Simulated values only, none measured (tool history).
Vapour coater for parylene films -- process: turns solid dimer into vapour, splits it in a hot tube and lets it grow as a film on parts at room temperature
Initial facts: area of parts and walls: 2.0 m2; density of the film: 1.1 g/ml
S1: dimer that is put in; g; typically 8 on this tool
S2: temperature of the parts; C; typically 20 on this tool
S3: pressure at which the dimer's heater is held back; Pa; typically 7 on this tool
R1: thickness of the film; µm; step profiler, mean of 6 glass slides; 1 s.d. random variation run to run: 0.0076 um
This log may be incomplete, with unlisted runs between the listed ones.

run,hour,S1,S2,S3,R1
1,0,8,20,7,1.972
2,18.5,8,20,7,1.967
3,39.3,8,20,7,1.96
4,53.9,8,20,7,1.976
5,76.5,8,20,7,1.953
6,87.6,8,20,7,1.954
7,104,8,20,8.88,1.925
8,117.3,8,20,8.88,1.92
9,136.2,8,20,7,1.954
10,152,8,20,7,1.951
11,174.7,8,20,3.1,2.053
12,199.5,8,20,7,2.033
13,212.7,8,20,7,2.03
14,233.1,8,20,7,2.02
15,251.6,8,20,7,2.024
16,270.2,8,20,7,2.024
17,294.4,8,20,7,2.036
18,307.1,3,25,2.88,0.637
19,317.9,3,25,2.88,0.631
20,336.5,13,20,3.79,3.417
21,351.7,13,20,3.79,3.398
22,362.2,13,20,3.79,3.399
23,378.6,5,20,3.06,1.315
24,396.4,8,22,7,1.83
25,414.6,8,22,7,1.825
26,431.7,8,22,7,1.838
27,455,4,26,2.29,0.812
28,472.9,4,30,3.88,0.649
29,483.9,5,30,4.2,0.81
30,501.5,5,20,4.2,1.29
31,512.5,5,20,4.2,1.293
32,528.5,8,16,7,2.409

Taken out of this log: 1 entry between the listed runs. Where each belongs, and how the hidden state differs across it:
Run 11 -> run 12: trap's valve overhauled (hour 186.2)
  vapour lost through the trap's worn valve, %: 4.6 -> 0.1
  measured minus no-state result, R1: -0.079 -> +0.015 µm
